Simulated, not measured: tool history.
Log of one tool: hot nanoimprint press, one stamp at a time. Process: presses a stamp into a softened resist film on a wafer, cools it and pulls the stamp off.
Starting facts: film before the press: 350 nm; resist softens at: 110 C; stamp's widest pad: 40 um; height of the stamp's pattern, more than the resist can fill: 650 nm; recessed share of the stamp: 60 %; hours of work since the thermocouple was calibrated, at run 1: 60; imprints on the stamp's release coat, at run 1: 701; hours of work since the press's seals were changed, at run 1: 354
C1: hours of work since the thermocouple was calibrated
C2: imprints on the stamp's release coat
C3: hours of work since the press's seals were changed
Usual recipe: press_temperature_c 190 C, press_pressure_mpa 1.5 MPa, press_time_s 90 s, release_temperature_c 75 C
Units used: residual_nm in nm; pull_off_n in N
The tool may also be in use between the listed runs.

run 1 hour=0.0 | press_temperature_c=190 press_pressure_mpa=1.5 press_time_s=90 release_temperature_c=75 | C1=60 C2=701 C3=354 | residual_nm=182.3 pull_off_n=121
run 2 hour=18.5 | press_temperature_c=190 press_pressure_mpa=1.5 press_time_s=90 release_temperature_c=75 | C1=68 C2=727 C3=363 | residual_nm=182.9 pull_off_n=122
run 3 hour=37.5 | press_temperature_c=190 press_pressure_mpa=1.5 press_time_s=90 release_temperature_c=75 | C1=77 C2=754 C3=371 | residual_nm=182.5 pull_off_n=126
run 4 hour=56.2 | press_temperature_c=190 press_pressure_mpa=1.5 press_time_s=90 release_temperature_c=70 | C1=85 C2=781 C3=379 | residual_nm=182.4 pull_off_n=133
run 5 hour=71.5 | press_temperature_c=190 press_pressure_mpa=1.5 press_time_s=90 release_temperature_c=70 | C1=92 C2=802 C3=386 | residual_nm=181.5 pull_off_n=130
run 6 hour=84.0 | press_temperature_c=190 press_pressure_mpa=1.1 press_time_s=90 release_temperature_c=69 | C1=97 C2=820 C3=391 | residual_nm=207.9 pull_off_n=128

Run 7, settings as shown, results not yet in. Your forecast:
run 7 hour=102.5 | press_temperature_c=190 press_pressure_mpa=1.1 press_time_s=90 release_temperature_c=69 | C1=105 C2=846 C3=400 | residual_nm=? pull_off_n=?

For run 7 the tool returned residual_nm 208.2 nm, pull_off_n 135 N.
Minus the tool's unlogged condition, the same run would have read residual_nm 208.5 nm, pull_off_n 97 N.

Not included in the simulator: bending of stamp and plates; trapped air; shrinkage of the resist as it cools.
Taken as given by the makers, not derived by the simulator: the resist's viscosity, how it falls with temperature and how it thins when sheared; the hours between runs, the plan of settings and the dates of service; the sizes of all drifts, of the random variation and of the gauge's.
